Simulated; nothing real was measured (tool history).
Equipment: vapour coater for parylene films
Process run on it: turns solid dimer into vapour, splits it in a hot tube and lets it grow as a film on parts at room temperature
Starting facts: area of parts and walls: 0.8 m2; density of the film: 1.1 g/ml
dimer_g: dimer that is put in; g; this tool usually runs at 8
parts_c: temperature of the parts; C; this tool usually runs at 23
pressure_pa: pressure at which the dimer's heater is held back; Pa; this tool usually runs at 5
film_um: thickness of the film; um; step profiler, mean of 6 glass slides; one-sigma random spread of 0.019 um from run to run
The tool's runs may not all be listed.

| run | hour | dimer_g | parts_c | pressure_pa | film_um |
|---|---|---|---|---|---|
| 1 | 0 | 8 | 23 | 5 | 7.21 |
| 2 | 12.7 | 8 | 23 | 5 | 7.2 |
| 3 | 21.4 | 8 | 23 | 5 | 7.19 |
| 4 | 40.5 | 11 | 23 | 5 | 9.87 |
| 5 | 59 | 3 | 23 | 5 | 2.69 |
| 6 | 72.8 | 3 | 23 | 5 | 2.7 |
| 7 | 88.1 | 3 | 23 | 5 | 2.68 |
| 8 | 102.6 | 3 | 23 | 5 | 2.72 |
| 9 | 118.1 | 3 | 23 | 5 | 2.71 |
| 10 | 134.6 | 3 | 23 | 10.34 | 2.35 |
| 11 | 144.5 | 3 | 23 | 10.34 | 2.33 |
| 12 | 164.5 | 3 | 23 | 10.34 | 2.33 |
| 13 | 179 | 3 | 23 | 10.34 | 2.34 |
| 14 | 196.4 | 8 | 23 | 3.78 | 7.66 |
| 15 | 214.6 | 8 | 25 | 3.78 | 6.94 |
| 16 | 234.6 | 12 | 23 | 5 | 10.89 |
| 17 | 255.4 | 12 | 23 | 5 | 10.89 |
| 18 | 272.8 | 12 | 23 | 5 | 10.87 |
| 19 | 282.9 | 12 | 23 | 5 | 10.91 |
| 20 | 292 | 12 | 23 | 11.01 | 9.36 |
| 21 | 305.7 | 12 | 23 | 11.01 | 9.33 |
| 22 | 316.7 | 7 | 31 | 8.08 | 3.96 |
| 23 | 328.8 | 10 | 17 | 10.12 | 10.56 |
| 24 | 339.8 | 13 | 19 | 2.27 | 14.68 |
| 25 | 359.8 | 11 | 23 | 6.42 | 9.56 |
| 26 | 371.3 | 8 | 17 | 5 | 9.04 |
| 27 | 383.7 | 3 | 17 | 4.03 | 3.4 |
| 28 | 393.4 | 5 | 17 | 3.18 | 5.66 |
| 29 | 410 | 8 | 23 | 9.62 | 6.44 |
| 30 | 425.1 | 11 | 18 | 6.37 | 12.15 |
|  | 432.9 | gauge calibrated |
| 31 | 436.7 | 3 | 18 | 2.85 | 3.33 |
| 32 | 450.9 | 3 | 18 | 2.85 | 3.34 |
| 33 | 471.3 | 6 | 29 | 2.38 | 4.71 |
| 34 | 479.8 | 6 | 29 | 2.38 | 4.7 |

Forecast run 35:
| 35 | 496.9 | 4 | 16 | 7.43 | ? |

Logged for run 35: film_um 4.45 um.
With the hidden condition absent and the run-to-run variation left alone, this run would have shown film_um 4.45 um.
